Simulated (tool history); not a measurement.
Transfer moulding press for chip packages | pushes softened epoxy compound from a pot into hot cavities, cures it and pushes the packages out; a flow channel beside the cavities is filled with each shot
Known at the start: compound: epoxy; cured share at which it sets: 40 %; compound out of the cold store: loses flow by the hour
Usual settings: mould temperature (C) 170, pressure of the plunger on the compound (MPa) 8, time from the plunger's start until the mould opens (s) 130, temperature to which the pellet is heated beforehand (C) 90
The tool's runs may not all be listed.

| run | hour | mould temperature (C) | pressure of the plunger on the compound (MPa) | time from the plunger's start until the mould opens (s) | temperature to which the pellet is heated beforehand (C) | incoming compound's hours out of the cold store | length that the compound runs in the flow channel (mm) | greatest force on the pins that push the packages out (N) |
|---|---|---|---|---|---|---|---|---|
| 1 | 0 | 170 | 8 | 130 | 90 | 17.6 | 648 | 446 |
| 2 | 15.8 | 170 | 8 | 130 | 90 | 35.5 | 606 | 444 |
| 3 | 33.9 | 170 | 8 | 130 | 90 | 45.4 | 584 | 439 |
| 4 | 56 | 170 | 8 | 130 | 90 | 38.5 | 598 | 443 |
| 5 | 69 | 170 | 9.63 | 130 | 90 | 9.8 | 733 | 454 |
| 6 | 82.7 | 170 | 9.63 | 130 | 90 | 30.3 | 677 | 454 |
|  | 86.1 | cavities cleaned with cleaning compound and waxed |
| 7 | 103.7 | 170 | 8 | 130 | 90 | 17.4 | 646 | 441 |
| 8 | 125.4 | 170 | 8 | 130 | 90 | 22.3 | 635 | 454 |
| 9 | 136.7 | 170 | 8 | 130 | 90 | 21.9 | 638 | 448 |
| 10 | 151.8 | 170 | 8 | 130 | 90 | 28 | 622 | 448 |
| 11 | 167.6 | 170 | 8 | 130 | 90 | 40.7 | 594 | 441 |
|  | 182.8 | cavities cleaned with cleaning compound and waxed |
| 12 | 189.7 | 168 | 8 | 130 | 90 | 21.9 | 643 | 466 |
| 13 | 199.1 | 170 | 8 | 130 | 90 | 10.9 | 666 | 456 |
|  | 216.9 | plunger's sealing rings changed |
| 14 | 221.4 | 170 | 8 | 130 | 90 | 37.8 | 600 | 422 |
| 15 | 241 | 163 | 6.86 | 122 | 90 | 13 | 632 | 650 |
| 16 | 259.2 | 172 | 8 | 130 | 86 | 34.6 | 601 | 430 |
| 17 | 272.1 | 172 | 7.96 | 146 | 94 | 35.8 | 596 | 428 |
|  | 281.7 | cavities cleaned with cleaning compound and waxed |
| 18 | 289.2 | 172 | 8.35 | 146 | 96 | 23.9 | 639 | 410 |
| 19 | 309.4 | 166 | 8 | 119 | 98 | 32.9 | 623 | 533 |
| 20 | 319.6 | 166 | 8 | 119 | 98 | 31.5 | 626 | 543 |
| 21 | 337 | 166 | 8 | 119 | 98 | 10.7 | 676 | 566 |
| 22 | 358.1 | 166 | 8 | 119 | 98 | 43.1 | 599 | 534 |
| 23 | 376.3 | 173 | 8.3 | 167 | 88 | 37.5 | 604 | 407 |
|  | 379.5 | cavities cleaned with cleaning compound and waxed |
| 24 | 395.1 | 173 | 8.3 | 167 | 88 | 45 | 588 | 422 |
| 25 | 410.6 | 174 | 7.19 | 127 | 88 | 19.8 | 599 | 415 |
| 26 | 422.6 | 174 | 7.19 | 127 | 88 | 26.6 | 583 | 448 |
| 27 | 441.6 | 162 | 6.14 | 157 | 100 | 44.4 | 532 | 467 |
| 28 | 459.8 | 170 | 8.08 | 112 | 81 | 47.7 | 581 | 496 |

5 ways to go on from here, each from the tool as it stands after run 28. What would each give?
| A | 469.7 | 170 | 9 | 169 | 98 | 28.4 | ? | ? |
| B | 469.7 | 174 | 6.59 | 155 | 90 | 29.5 | ? | ? |
| C | 469.7 | 170 | 7.82 | 112 | 84 | 25.8 | ? | ? |
| D | 469.7 | 170 | 8.21 | 140 | 99 | 41.5 | ? | ? |
| E | 469.7 | 170 | 8 | 130 | 95 | 21.7 | ? | ? |

| run | length that the compound runs in the flow channel (mm) | greatest force on the pins that push the packages out (N) |
|---|---|---|
| A | 656 | 409 |
| B | 552 | 406 |
| C | 621 | 512 |
| D | 596 | 437 |
| E | 637 | 449 |
Without the tool's hidden state the same runs would have given:
| run | length that the compound runs in the flow channel (mm) | greatest force on the pins that push the packages out (N) |
|---|---|---|
| A | 657 | 402 |
| B | 553 | 399 |
| C | 621 | 503 |
| D | 597 | 429 |
| E | 638 | 441 |
